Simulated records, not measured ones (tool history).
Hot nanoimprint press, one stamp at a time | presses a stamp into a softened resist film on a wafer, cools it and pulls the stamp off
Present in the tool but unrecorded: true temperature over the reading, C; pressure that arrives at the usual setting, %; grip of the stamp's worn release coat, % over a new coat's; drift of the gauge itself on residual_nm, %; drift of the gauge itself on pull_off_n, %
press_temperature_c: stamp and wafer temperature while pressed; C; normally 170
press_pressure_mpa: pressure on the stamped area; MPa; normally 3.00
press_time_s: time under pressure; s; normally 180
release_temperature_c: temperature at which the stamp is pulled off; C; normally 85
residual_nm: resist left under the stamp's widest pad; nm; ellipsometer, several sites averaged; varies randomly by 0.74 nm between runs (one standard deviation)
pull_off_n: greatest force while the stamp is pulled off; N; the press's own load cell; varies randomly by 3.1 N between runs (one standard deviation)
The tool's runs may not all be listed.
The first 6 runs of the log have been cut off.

run    day  press_temperature_c  press_pressure_mpa  press_time_s  release_temperature_c  hours of work since the thermocouple was calibrated  imprints on the stamp's release coat  hours of work since the press's seals were changed  residual_nm  pull_off_n
  7  2.046                  170                3.00           180                     85                                                  264                                   443                                                  80         96.3         162
  8  2.458                  170                3.00           180                     85                                                  268                                   460                                                  84         95.1         157
  9  2.938                  170                3.00           180                     85                                                  273                                   480                                                  89         96.2         158
 10  3.333                  170                3.00           180                     85                                                  277                                   497                                                  93         97.3         160
 11  3.596                  170                1.87           180                     85                                                  279                                   508                                                  95        114.6         163
 12  3.938                  170                1.81           180                     85                                                  283                                   522                                                  99        115.7         171
 13  4.417                  170                1.81           180                     85                                                  287                                   542                                                 103        117.0         157
     4.571  -- plate thermocouple calibrated
 14  4.962                  170                1.81           180                     85                                                    4                                   560                                                 108        109.2         166
 15  5.371                  170                3.00           180                     85                                                    8                                   577                                                 112         91.0         160

Estimate the outcome of run 16 from the log above:
 16  5.783                  170                2.36           180                     85                                                   12                                   594                                                 116            ?           ?

{"run 16": {"residual_nm": 101.8, "pull_off_n": 161}}
Minus the tool's unlogged condition, the same run would have read residual_nm 100.6 nm, pull_off_n 150 N.

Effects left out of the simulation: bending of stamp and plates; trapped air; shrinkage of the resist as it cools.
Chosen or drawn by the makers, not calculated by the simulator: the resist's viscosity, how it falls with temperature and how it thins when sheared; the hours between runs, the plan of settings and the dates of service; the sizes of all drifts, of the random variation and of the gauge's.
